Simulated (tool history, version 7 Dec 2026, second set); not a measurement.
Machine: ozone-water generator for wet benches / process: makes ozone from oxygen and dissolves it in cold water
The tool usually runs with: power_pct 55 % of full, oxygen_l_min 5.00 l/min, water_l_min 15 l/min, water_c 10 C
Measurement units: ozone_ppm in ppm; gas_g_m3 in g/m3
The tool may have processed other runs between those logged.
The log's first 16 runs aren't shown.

run,hour,power_pct,oxygen_l_min,water_l_min,water_c,hours of work since the electrodes were changed,hours of work since the contactor was cleaned,hours of work since the thermometer was calibrated,ozone_ppm,gas_g_m3
17,1001.7,55,5.00,15,10,3760,1971,901,25.8,190.6
18,1043.5,55,3.05,9,10,3798,2009,939,36.5,233.7
19,1128.2,55,3.05,9,10,3875,2085,1016,36.6,236.4
20,1170.7,55,3.05,9,10,3914,2124,1055,36.4,235.4
21,1230.9,55,3.05,9,10,3968,2179,1109,36.4,230.7
22,1277.3,45,3.06,9,18,4011,2221,1151,28.4,205.2
23,1369.7,45,3.06,9,18,4094,2305,1235,28.8,205.4
24,1447.2,66,2.95,9,18,4165,2375,1306,36.0,263.7
25,1527.8,66,7.15,9,9,4238,2448,1379,43.5,185.8
26,1568.9,66,7.15,9,9,4275,2486,1416,42.8,186.4
27,1629.3,48,4.01,19,9,4330,2540,1471,18.3,192.5
28,1717.6,95,4.01,19,9,4410,2621,1551,27.5,291.8
29,1805.5,95,4.01,19,9,4490,2700,1631,27.4,288.6
30,1859.9,95,4.01,19,9,4539,2750,1680,27.4,290.5
31,1906.8,51,5.19,15,10,4582,2792,1723,24.9,180.6
32,1948.0,51,5.19,15,10,4619,2830,1760,24.8,180.9

Each row is a separate what-if for the run after 32, all from the same tool condition, not one after another. Results?
A,2001.7,55,7.53,15,10,4668,2878,1809,?,?
B,2001.7,48,2.54,19,10,4668,2878,1809,?,?
C,2001.7,55,3.77,21,10,4668,2878,1809,?,?
D,2001.7,51,4.51,15,17,4668,2878,1809,?,?
E,2001.7,55,5.00,12,10,4668,2878,1809,?,?

run,ozone_ppm,gas_g_m3
A,26.7,162.5
B,15.9,230.4
C,17.4,213.4
D,22.0,189.6
E,30.8,190.3
Without the tool's hidden state the same runs would have given:
run,ozone_ppm,gas_g_m3
A,26.8,162.8
B,15.9,230.8
C,17.4,213.8
D,22.0,189.9
E,30.9,190.6
